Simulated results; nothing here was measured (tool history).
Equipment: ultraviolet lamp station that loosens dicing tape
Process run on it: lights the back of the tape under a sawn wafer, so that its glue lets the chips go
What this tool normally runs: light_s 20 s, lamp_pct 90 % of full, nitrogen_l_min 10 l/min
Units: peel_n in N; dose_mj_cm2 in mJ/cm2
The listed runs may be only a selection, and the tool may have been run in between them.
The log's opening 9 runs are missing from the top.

run   hour  light_s  lamp_pct  nitrogen_l_min  hours of work of the lamp  hours of work since the window was cleaned  peel_n  dose_mj_cm2
 10  221.3       20        90              10                        555                                         185   0.498          326
 11  236.8       20        90              10                        564                                         194   0.526          324
 12  252.8       20        81              10                        572                                         203   0.673          292
 13  272.8       20        81              10                        583                                         214   0.651          293
 14  294.3       20        81              10                        595                                         226   0.689          293
 15  313.5       20        81              10                        606                                         236   0.653          290
 16  326.1       39        90              10                        613                                         243   0.078          636
 17  340.1       39        90              10                        621                                         251   0.074          634
 18  366.1       39        90              10                        635                                         265   0.067          629
 19  384.4       39        90              10                        645                                         275   0.081          629
 20  410.2       20        90               5                        659                                         289   0.773          324
 21  425.7       20        90               5                        668                                         298   0.766          324
 22  438.6       12        90              12                        675                                         305   1.423          193
 23  451.9       23        90              10                        682                                         312   0.350          372
 24  481.0       23        90              10                        698                                         329   0.340          371
 25  502.5       28        78               3                        710                                         340   0.648          394
 26  524.9       29        60               9                        723                                         353   0.591          308
 27  550.7       29        60               9                        737                                         367   0.585          310

Forecast run 28:
 28  575.2       10        81               7                        750                                         381       ?            ?

Run 28 yielded peel_n 2.547 N, dose_mj_cm2 145 mJ/cm2.
Take away the tool's hidden state, keep the run-to-run variation as it was, and the same run would have given peel_n 2.538 N, dose_mj_cm2 145 mJ/cm2.
